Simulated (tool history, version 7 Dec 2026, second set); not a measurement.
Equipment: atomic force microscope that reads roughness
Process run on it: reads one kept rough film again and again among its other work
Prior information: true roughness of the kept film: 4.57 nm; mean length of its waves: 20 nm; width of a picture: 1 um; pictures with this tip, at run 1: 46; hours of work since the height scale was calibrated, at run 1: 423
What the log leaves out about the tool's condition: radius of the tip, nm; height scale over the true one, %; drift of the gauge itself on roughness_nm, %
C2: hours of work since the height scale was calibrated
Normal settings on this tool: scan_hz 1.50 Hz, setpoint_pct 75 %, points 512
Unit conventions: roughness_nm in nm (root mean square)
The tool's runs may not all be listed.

{"run": 1, "hour": 0.0, "scan_hz": 1.5, "setpoint_pct": 75, "points": 512, "pictures with this tip": 46, "C2": 423, "roughness_nm": 2.648}
{"run": 2, "hour": 14.2, "scan_hz": 1.5, "setpoint_pct": 64, "points": 512, "pictures with this tip": 65, "C2": 433, "roughness_nm": 2.632}
{"run": 3, "hour": 27.8, "scan_hz": 1.5, "setpoint_pct": 64, "points": 512, "pictures with this tip": 83, "C2": 443, "roughness_nm": 2.552}
{"run": 4, "hour": 42.7, "scan_hz": 1.5, "setpoint_pct": 60, "points": 512, "pictures with this tip": 104, "C2": 454, "roughness_nm": 2.458}
{"run": 5, "hour": 58.9, "scan_hz": 1.5, "setpoint_pct": 60, "points": 512, "pictures with this tip": 126, "C2": 466, "roughness_nm": 2.369}
{"run": 6, "hour": 75.8, "scan_hz": 1.5, "setpoint_pct": 60, "points": 512, "pictures with this tip": 149, "C2": 479, "roughness_nm": 2.255}
{"run": 7, "hour": 90.1, "scan_hz": 1.5, "setpoint_pct": 75, "points": 512, "pictures with this tip": 168, "C2": 489, "roughness_nm": 2.119}
{"run": 8, "hour": 98.5, "scan_hz": 1.5, "setpoint_pct": 75, "points": 512, "pictures with this tip": 180, "C2": 495, "roughness_nm": 2.071}
{"run": 9, "hour": 107.5, "scan_hz": 1.5, "setpoint_pct": 75, "points": 512, "pictures with this tip": 192, "C2": 502, "roughness_nm": 2.011}
{"run": 10, "hour": 126.3, "scan_hz": 1.5, "setpoint_pct": 75, "points": 512, "pictures with this tip": 218, "C2": 516, "roughness_nm": 1.958}
{"run": 11, "hour": 143.5, "scan_hz": 1.5, "setpoint_pct": 75, "points": 512, "pictures with this tip": 241, "C2": 528, "roughness_nm": 1.863}
{"run": 12, "hour": 151.6, "scan_hz": 1.5, "setpoint_pct": 75, "points": 512, "pictures with this tip": 252, "C2": 534, "roughness_nm": 1.838}
{"run": 13, "hour": 160.6, "scan_hz": 1.5, "setpoint_pct": 75, "points": 370, "pictures with this tip": 264, "C2": 541, "roughness_nm": 1.804}
{"hour": 171.0, "done": "new tip fitted"}
{"run": 14, "hour": 178.3, "scan_hz": 1.5, "setpoint_pct": 57, "points": 512, "pictures with this tip": 10, "C2": 554, "roughness_nm": 2.899}
{"run": 15, "hour": 196.4, "scan_hz": 1.5, "setpoint_pct": 65, "points": 512, "pictures with this tip": 35, "C2": 567, "roughness_nm": 2.715}
{"run": 16, "hour": 211.3, "scan_hz": 1.5, "setpoint_pct": 65, "points": 512, "pictures with this tip": 55, "C2": 578, "roughness_nm": 2.615}
{"run": 17, "hour": 228.7, "scan_hz": 1.5, "setpoint_pct": 75, "points": 512, "pictures with this tip": 79, "C2": 591, "roughness_nm": 2.447}
{"run": 18, "hour": 243.7, "scan_hz": 1.5, "setpoint_pct": 75, "points": 512, "pictures with this tip": 99, "C2": 602, "roughness_nm": 2.328}
{"run": 19, "hour": 254.0, "scan_hz": 1.5, "setpoint_pct": 75, "points": 512, "pictures with this tip": 113, "C2": 609, "roughness_nm": 2.288}
{"run": 20, "hour": 265.5, "scan_hz": 2.74, "setpoint_pct": 75, "points": 512, "pictures with this tip": 129, "C2": 618, "roughness_nm": 2.098}
{"run": 21, "hour": 275.7, "scan_hz": 2.74, "setpoint_pct": 75, "points": 512, "pictures with this tip": 143, "C2": 625, "roughness_nm": 2.055}
{"run": 22, "hour": 295.7, "scan_hz": 1.5, "setpoint_pct": 57, "points": 512, "pictures with this tip": 170, "C2": 640, "roughness_nm": 2.156}
{"hour": 297.9, "done": "height scale calibrated on a step standard"}
{"run": 23, "hour": 310.3, "scan_hz": 1.5, "setpoint_pct": 55, "points": 670, "pictures with this tip": 188, "C2": 9, "roughness_nm": 2.111}
{"run": 24, "hour": 327.7, "scan_hz": 2.16, "setpoint_pct": 72, "points": 670, "pictures with this tip": 212, "C2": 22, "roughness_nm": 1.954}
{"run": 25, "hour": 339.9, "scan_hz": 2.16, "setpoint_pct": 72, "points": 497, "pictures with this tip": 229, "C2": 31, "roughness_nm": 1.869}
{"run": 26, "hour": 358.2, "scan_hz": 3.13, "setpoint_pct": 82, "points": 581, "pictures with this tip": 254, "C2": 44, "roughness_nm": 1.616}
{"hour": 364.9, "done": "height scale calibrated on a step standard, once more"}
{"run": 27, "hour": 370.6, "scan_hz": 0.9, "setpoint_pct": 71, "points": 316, "pictures with this tip": 269, "C2": 4, "roughness_nm": 1.8}
{"hour": 378.4, "done": "new tip fitted"}
{"run": 28, "hour": 389.3, "scan_hz": 0.9, "setpoint_pct": 74, "points": 495, "pictures with this tip": 15, "C2": 18, "roughness_nm": 2.882}
{"run": 29, "hour": 404.5, "scan_hz": 3.4, "setpoint_pct": 75, "points": 816, "pictures with this tip": 36, "C2": 29, "roughness_nm": 2.483}
{"run": 30, "hour": 413.0, "scan_hz": 1.2, "setpoint_pct": 69, "points": 325, "pictures with this tip": 47, "C2": 35, "roughness_nm": 2.653}
{"run": 31, "hour": 432.7, "scan_hz": 2.54, "setpoint_pct": 69, "points": 325, "pictures with this tip": 74, "C2": 49, "roughness_nm": 2.422}
{"run": 32, "hour": 448.4, "scan_hz": 3.16, "setpoint_pct": 56, "points": 663, "pictures with this tip": 96, "C2": 61, "roughness_nm": 2.44}
{"run": 33, "hour": 460.5, "scan_hz": 0.53, "setpoint_pct": 56, "points": 514, "pictures with this tip": 112, "C2": 70, "roughness_nm": 2.442}
{"run": 34, "hour": 476.5, "scan_hz": 0.53, "setpoint_pct": 56, "points": 514, "pictures with this tip": 134, "C2": 82, "roughness_nm": 2.35}
{"run": 35, "hour": 496.5, "scan_hz": 2.6, "setpoint_pct": 70, "points": 505, "pictures with this tip": 161, "C2": 96, "roughness_nm": 2.062}
{"run": 36, "hour": 506.0, "scan_hz": 1.5, "setpoint_pct": 75, "points": 301, "pictures with this tip": 174, "C2": 103, "roughness_nm": 2.032}
{"run": 37, "hour": 518.3, "scan_hz": 0.74, "setpoint_pct": 84, "points": 302, "pictures with this tip": 191, "C2": 112, "roughness_nm": 2.005}
{"run": 38, "hour": 537.7, "scan_hz": 0.73, "setpoint_pct": 64, "points": 374, "pictures with this tip": 217, "C2": 127, "roughness_nm": 2.031}
{"run": 39, "hour": 549.9, "scan_hz": 0.73, "setpoint_pct": 64, "points": 374, "pictures with this tip": 234, "C2": 136, "roughness_nm": 1.97}
{"run": 40, "hour": 566.3, "scan_hz": 0.73, "setpoint_pct": 64, "points": 367, "pictures with this tip": 256, "C2": 148, "roughness_nm": 1.905}
{"hour": 582.8, "done": "new tip fitted"}
{"run": 41, "hour": 586.1, "scan_hz": 0.51, "setpoint_pct": 75, "points": 693, "pictures with this tip": 4, "C2": 162, "roughness_nm": 3.033}
{"run": 42, "hour": 604.4, "scan_hz": 0.51, "setpoint_pct": 75, "points": 693, "pictures with this tip": 29, "C2": 175, "roughness_nm": 2.886}
{"run": 43, "hour": 622.0, "scan_hz": 0.51, "setpoint_pct": 75, "points": 693, "pictures with this tip": 53, "C2": 188, "roughness_nm": 2.755}
{"run": 44, "hour": 635.6, "scan_hz": 0.51, "setpoint_pct": 75, "points": 693, "pictures with this tip": 72, "C2": 198, "roughness_nm": 2.628}

Consider 4 possible next runs. They are alternatives, not a sequence: every one starts from the tool as it was left by run 44. What does each give?
{"run": "A", "hour": 648.4, "scan_hz": 1.5, "setpoint_pct": 75, "points": 640, "pictures with this tip": 90, "C2": 208, "roughness_nm": "?"}
{"run": "B", "hour": 648.4, "scan_hz": 1.5, "setpoint_pct": 75, "points": 528, "pictures with this tip": 90, "C2": 208, "roughness_nm": "?"}
{"run": "C", "hour": 648.4, "scan_hz": 1.5, "setpoint_pct": 66, "points": 512, "pictures with this tip": 90, "C2": 208, "roughness_nm": "?"}
{"run": "D", "hour": 648.4, "scan_hz": 0.78, "setpoint_pct": 84, "points": 754, "pictures with this tip": 90, "C2": 208, "roughness_nm": "?"}

run=A roughness_nm=2.445
run=B roughness_nm=2.435
run=C roughness_nm=2.486
run=D roughness_nm=2.474
With the hidden condition removed and each run's random variation left untouched, the same runs would have given:
run=A roughness_nm=2.939
run=B roughness_nm=2.928
run=C roughness_nm=2.989
run=D roughness_nm=2.975

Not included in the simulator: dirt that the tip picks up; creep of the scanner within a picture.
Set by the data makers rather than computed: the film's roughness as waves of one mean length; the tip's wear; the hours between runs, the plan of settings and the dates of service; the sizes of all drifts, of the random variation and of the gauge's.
